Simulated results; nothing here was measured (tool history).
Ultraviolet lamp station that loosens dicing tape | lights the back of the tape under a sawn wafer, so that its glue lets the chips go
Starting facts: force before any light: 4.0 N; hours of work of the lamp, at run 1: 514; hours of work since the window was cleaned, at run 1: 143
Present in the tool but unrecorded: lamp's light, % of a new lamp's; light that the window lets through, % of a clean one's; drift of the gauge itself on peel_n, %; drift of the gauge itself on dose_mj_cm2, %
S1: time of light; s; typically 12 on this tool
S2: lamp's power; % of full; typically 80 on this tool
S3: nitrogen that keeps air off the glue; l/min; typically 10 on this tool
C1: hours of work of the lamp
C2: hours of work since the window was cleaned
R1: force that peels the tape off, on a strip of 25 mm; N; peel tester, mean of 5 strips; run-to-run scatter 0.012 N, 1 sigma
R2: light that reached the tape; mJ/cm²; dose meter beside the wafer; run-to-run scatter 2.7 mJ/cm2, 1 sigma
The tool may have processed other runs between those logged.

run	day	S1	S2	S3	C1	C2	R1	R2
1	0	12	80	10	514	143	0.537	373
2	1.238	12	80	5	536	166	0.725	376
3	2.979	12	87	10	569	198	0.476	405
4	4.996	12	87	10	606	236	0.476	413
5	6.629	12	87	10	636	266	0.458	399
# day 6.825: window cleaned of glue's vapour
# day 7.054: lamp changed
6	7.988	12	87	10	17	21	0.458	406
7	9.312	14	80	10	42	45	0.431	437
8	10.733	14	80	10	68	72	0.41	446
9	12.475	12	80	10	100	104	0.54	377
10	13.829	12	80	10	126	129	0.516	375
11	15.288	12	80	10	153	156	0.527	376
12	16.638	12	62	10	178	181	0.768	291
13	18.588	12	62	10	214	217	0.777	291
14	19.896	12	62	10	238	241	0.775	290
15	21.171	12	62	14	262	265	0.682	292
# day 21.3: window cleaned of glue's vapour
16	22.683	12	80	10	289	26	0.541	373
17	24.083	12	80	10	315	52	0.523	371
18	26.179	12	80	10	354	90	0.528	370
19	27.188	12	80	10	373	109	0.517	373
20	28.721	7	80	10	401	138	1.101	217
21	30.496	7	80	10	434	170	1.088	217
22	32.15	6	97	18	465	201	0.9	226
23	33.375	12	91	7	487	224	0.495	423
24	34.808	22	73	3	514	250	0.418	623
# day 35.917: window cleaned of glue's vapour
25	36.546	11	76	4	546	12	0.945	330
26	38.738	11	95	15	586	52	0.423	405
27	40.717	6	98	4	623	89	1.428	226
# day 41.883: lamp changed
28	42.188	12	86	4	6	115	0.708	402
29	43.708	10	91	4	34	144	0.848	354
30	45.308	10	91	17	64	173	0.469	354
31	46.929	12	85	4	94	203	0.722	398
32	48.492	7	80	4	123	232	1.506	219
33	50.362	6	78	6	157	267	1.546	182
# day 50.542: window cleaned of glue's vapour
34	51.575	6	78	6	179	19	1.595	184
35	52.85	6	78	6	203	43	1.605	179
36	53.946	21	78	4	223	63	0.348	645
37	55.375	21	86	4	250	90	0.325	713
38	56.938	13	74	8	279	119	0.567	376
39	57.954	13	74	8	297	137	0.568	375
40	59.567	15	98	13	327	167	0.27	573
41	60.838	9	76	3	351	191	1.367	265
42	62.692	10	96	10	385	225	0.531	377

Take each entry between the runs: how does the hidden state at the last listed run before it differ from the hidden state at the first listed run after it?
Run 5 -> run 6: window cleaned of glue's vapour (day 6.825); lamp changed (day 7.054)
  lamp's light, % of a new lamp's: 99.7 -> 100
Run 15 -> run 16: window cleaned of glue's vapour (day 21.3)
  no hidden state differs between the two runs
Run 24 -> run 25: window cleaned of glue's vapour (day 35.917)
  no hidden state differs between the two runs
Run 27 -> run 28: lamp changed (day 41.883)
  lamp's light, % of a new lamp's: 99.8 -> 100
Run 33 -> run 34: window cleaned of glue's vapour (day 50.542)
  no hidden state differs between the two runs

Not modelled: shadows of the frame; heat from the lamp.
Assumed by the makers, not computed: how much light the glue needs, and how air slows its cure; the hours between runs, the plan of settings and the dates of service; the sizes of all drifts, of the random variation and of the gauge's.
